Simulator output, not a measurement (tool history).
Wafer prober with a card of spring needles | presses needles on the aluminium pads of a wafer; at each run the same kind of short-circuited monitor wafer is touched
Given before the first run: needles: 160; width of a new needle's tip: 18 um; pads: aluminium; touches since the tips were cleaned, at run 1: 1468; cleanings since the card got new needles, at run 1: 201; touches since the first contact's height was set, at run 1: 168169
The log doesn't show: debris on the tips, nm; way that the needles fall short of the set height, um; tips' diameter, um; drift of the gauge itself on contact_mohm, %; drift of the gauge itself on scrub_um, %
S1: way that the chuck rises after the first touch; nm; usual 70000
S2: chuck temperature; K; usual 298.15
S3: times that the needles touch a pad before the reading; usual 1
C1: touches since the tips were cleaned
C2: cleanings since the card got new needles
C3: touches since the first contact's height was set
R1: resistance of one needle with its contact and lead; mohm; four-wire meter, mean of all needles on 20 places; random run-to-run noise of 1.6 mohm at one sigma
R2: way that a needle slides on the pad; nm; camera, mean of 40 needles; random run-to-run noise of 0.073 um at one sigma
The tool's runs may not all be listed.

run,day,S1,S2,S3,C1,C2,C3,R1,R2
1,0.000,70000,298.15,1,1468,201,168169,181,17380
# day 0.246: tips cleaned on abrasive film
# day 0.658: tips cleaned on abrasive film
# day 1.067: tips cleaned on abrasive film
2,1.212,70000,298.15,1,2103,204,185644,183,17360
# day 1.458: tips cleaned on abrasive film
# day 1.867: tips cleaned on abrasive film
# day 2.279: tips cleaned on abrasive film
# day 2.671: tips cleaned on abrasive film
3,2.671,70000,298.15,1,0,208,206655,166,17300
# day 3.079: tips cleaned on abrasive film
# day 3.488: tips cleaned on abrasive film
# day 3.817: tips cleaned on abrasive film
# day 4.225: tips cleaned on abrasive film
# day 4.554: tips cleaned on abrasive film
4,4.788,70000,298.15,1,3366,213,237213,197,17140
# day 4.950: tips cleaned on abrasive film
# day 5.362: tips cleaned on abrasive film
# day 5.538: height of the first contact set anew
# day 5.783: tips cleaned on abrasive film
5,5.858,70000,298.15,1,1064,216,4611,172,17930
# day 6.183: tips cleaned on abrasive film
# day 6.512: tips cleaned on abrasive film
# day 7.012: card fitted with new needles
# day 7.425: tips cleaned on abrasive film
# day 7.833: tips cleaned on abrasive film
# day 8.242: tips cleaned on abrasive film
6,8.421,70000,298.15,1,2579,3,20312,171,18030
# day 8.588: tips cleaned on abrasive film
# day 8.996: tips cleaned on abrasive film
# day 9.404: tips cleaned on abrasive film
# day 9.733: tips cleaned on abrasive film
7,10.029,70000,298.15,1,4319,7,43551,181,17940
# day 10.117: tips cleaned on abrasive film
# day 10.525: tips cleaned on abrasive film
# day 10.854: tips cleaned on abrasive film
# day 11.262: tips cleaned on abrasive film
# day 11.671: tips cleaned on abrasive film
8,11.888,70000,298.15,1,3107,12,70304,175,17780
# day 12.054: tips cleaned on abrasive film
# day 12.462: tips cleaned on abrasive film
# day 12.871: tips cleaned on abrasive film
# day 13.200: tips cleaned on abrasive film
9,13.425,70000,298.15,1,3273,16,92495,178,17750
# day 13.592: tips cleaned on abrasive film
# day 14.000: tips cleaned on abrasive film
# day 14.408: tips cleaned on abrasive film
# day 14.821: tips cleaned on abrasive film
# day 15.229: tips cleaned on abrasive film
# day 15.638: tips cleaned on abrasive film
10,15.808,70000,298.15,1,2462,22,126878,171,17480
# day 15.975: tips cleaned on abrasive film
# day 16.383: tips cleaned on abrasive film
# day 16.792: tips cleaned on abrasive film
# day 17.121: tips cleaned on abrasive film
# day 17.504: tips cleaned on abrasive film
11,17.504,70000,298.15,1,0,27,151282,158,17390
# day 17.912: tips cleaned on abrasive film
# day 18.242: tips cleaned on abrasive film
# day 18.650: tips cleaned on abrasive film
12,18.662,73000,298.15,1,178,30,168012,158,18120

Estimate the outcome of run 13 from the log above:
# day 18.992: tips cleaned on abrasive film
# day 19.400: tips cleaned on abrasive film
# day 19.808: tips cleaned on abrasive film
# day 20.221: tips cleaned on abrasive film
# day 20.629: tips cleaned on abrasive film
13,20.708,73000,298.15,1,1153,35,197538,?,?

R1: 166 mohm
R2: 18000 nm
With no hidden state in the tool, this same run would have given R1 153 mohm, R2 18780 nm.

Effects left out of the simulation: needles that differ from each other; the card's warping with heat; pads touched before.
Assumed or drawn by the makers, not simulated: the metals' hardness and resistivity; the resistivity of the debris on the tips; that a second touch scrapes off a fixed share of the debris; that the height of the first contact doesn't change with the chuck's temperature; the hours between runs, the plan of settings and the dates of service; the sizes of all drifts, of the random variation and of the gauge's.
